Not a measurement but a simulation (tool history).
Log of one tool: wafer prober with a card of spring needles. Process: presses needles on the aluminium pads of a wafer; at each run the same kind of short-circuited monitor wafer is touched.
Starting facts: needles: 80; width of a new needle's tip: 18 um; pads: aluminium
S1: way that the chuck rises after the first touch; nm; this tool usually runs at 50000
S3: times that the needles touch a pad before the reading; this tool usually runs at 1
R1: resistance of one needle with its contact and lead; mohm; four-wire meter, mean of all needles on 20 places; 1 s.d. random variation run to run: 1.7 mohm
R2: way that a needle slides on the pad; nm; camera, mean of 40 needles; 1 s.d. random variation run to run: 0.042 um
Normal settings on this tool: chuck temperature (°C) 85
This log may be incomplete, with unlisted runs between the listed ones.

{"run": 1, "hour": 0.0, "S1": 50000, "chuck temperature (°C)": 85, "S3": 1, "R1": 211, "R2": 10030}
{"run": 2, "hour": 4.6, "S1": 50000, "chuck temperature (°C)": 85, "S3": 1, "R1": 219, "R2": 10050}
{"hour": 7.4, "done": "tips cleaned on abrasive film"}
{"run": 3, "hour": 12.9, "S1": 50000, "chuck temperature (°C)": 85, "S3": 1, "R1": 195, "R2": 10050}
{"run": 4, "hour": 22.7, "S1": 50000, "chuck temperature (°C)": 85, "S3": 1, "R1": 218, "R2": 9990}
{"hour": 28.6, "done": "tips cleaned on abrasive film"}
{"run": 5, "hour": 31.4, "S1": 50000, "chuck temperature (°C)": 85, "S3": 1, "R1": 182, "R2": 10050}
{"run": 6, "hour": 38.4, "S1": 50000, "chuck temperature (°C)": 85, "S3": 1, "R1": 207, "R2": 10040}
{"run": 7, "hour": 44.5, "S1": 50000, "chuck temperature (°C)": 85, "S3": 1, "R1": 216, "R2": 10010}
{"hour": 49.6, "done": "tips cleaned on abrasive film"}
{"run": 8, "hour": 52.4, "S1": 50000, "chuck temperature (°C)": 85, "S3": 1, "R1": 185, "R2": 10050}
{"run": 9, "hour": 61.1, "S1": 50000, "chuck temperature (°C)": 85, "S3": 1, "R1": 211, "R2": 10070}
{"run": 10, "hour": 65.9, "S1": 50000, "chuck temperature (°C)": 85, "S3": 1, "R1": 219, "R2": 10040}
{"hour": 71.0, "done": "tips cleaned on abrasive film"}
{"run": 11, "hour": 76.4, "S1": 50000, "chuck temperature (°C)": 85, "S3": 1, "R1": 196, "R2": 10020}
{"run": 12, "hour": 82.8, "S1": 50000, "chuck temperature (°C)": 85, "S3": 1, "R1": 212, "R2": 9980}
{"run": 13, "hour": 90.9, "S1": 50000, "chuck temperature (°C)": 56, "S3": 1, "R1": 219, "R2": 10030}
{"hour": 92.0, "done": "tips cleaned on abrasive film"}
{"run": 14, "hour": 96.4, "S1": 50000, "chuck temperature (°C)": 35, "S3": 1, "R1": 181, "R2": 10060}
{"run": 15, "hour": 103.7, "S1": 50000, "chuck temperature (°C)": 35, "S3": 1, "R1": 205, "R2": 9990}
{"hour": 113.0, "done": "tips cleaned on abrasive film"}
{"run": 16, "hour": 114.3, "S1": 50000, "chuck temperature (°C)": 28, "S3": 1, "R1": 166, "R2": 9940}
{"run": 17, "hour": 120.5, "S1": 50000, "chuck temperature (°C)": 85, "S3": 2, "R1": 186, "R2": 9980}
{"run": 18, "hour": 130.0, "S1": 57000, "chuck temperature (°C)": 85, "S3": 2, "R1": 193, "R2": 11360}
{"hour": 134.5, "done": "tips cleaned on abrasive film"}
{"run": 19, "hour": 136.5, "S1": 57000, "chuck temperature (°C)": 85, "S3": 2, "R1": 169, "R2": 11420}
{"hour": 146.2, "done": "height of the first contact set anew"}
{"run": 20, "hour": 146.4, "S1": 51000, "chuck temperature (°C)": 56, "S3": 3, "R1": 174, "R2": 10480}
{"run": 21, "hour": 153.3, "S1": 51000, "chuck temperature (°C)": 93, "S3": 3, "R1": 185, "R2": 10410}
{"hour": 155.7, "done": "tips cleaned on abrasive film"}
{"run": 22, "hour": 160.1, "S1": 38000, "chuck temperature (°C)": 30, "S3": 2, "R1": 189, "R2": 7800}
{"run": 23, "hour": 169.4, "S1": 38000, "chuck temperature (°C)": 30, "S3": 2, "R1": 212, "R2": 7760}
{"run": 24, "hour": 173.8, "S1": 33000, "chuck temperature (°C)": 52, "S3": 1, "R1": 288, "R2": 6700}
{"hour": 176.8, "done": "tips cleaned on abrasive film"}
{"run": 25, "hour": 181.7, "S1": 31000, "chuck temperature (°C)": 50, "S3": 2, "R1": 211, "R2": 6320}
{"run": 26, "hour": 191.0, "S1": 58000, "chuck temperature (°C)": 85, "S3": 1, "R1": 201, "R2": 11850}

For run 27, what comes out?
{"run": 27, "hour": 195.6, "S1": 52000, "chuck temperature (°C)": 51, "S3": 2, "R1": "?", "R2": "?"}

{"run 27": {"R1": 187, "R2": 10640}}
Take away the tool's hidden state, keep the run-to-run variation as it was, and the same run would have given R1 155 mohm, R2 10660 nm.

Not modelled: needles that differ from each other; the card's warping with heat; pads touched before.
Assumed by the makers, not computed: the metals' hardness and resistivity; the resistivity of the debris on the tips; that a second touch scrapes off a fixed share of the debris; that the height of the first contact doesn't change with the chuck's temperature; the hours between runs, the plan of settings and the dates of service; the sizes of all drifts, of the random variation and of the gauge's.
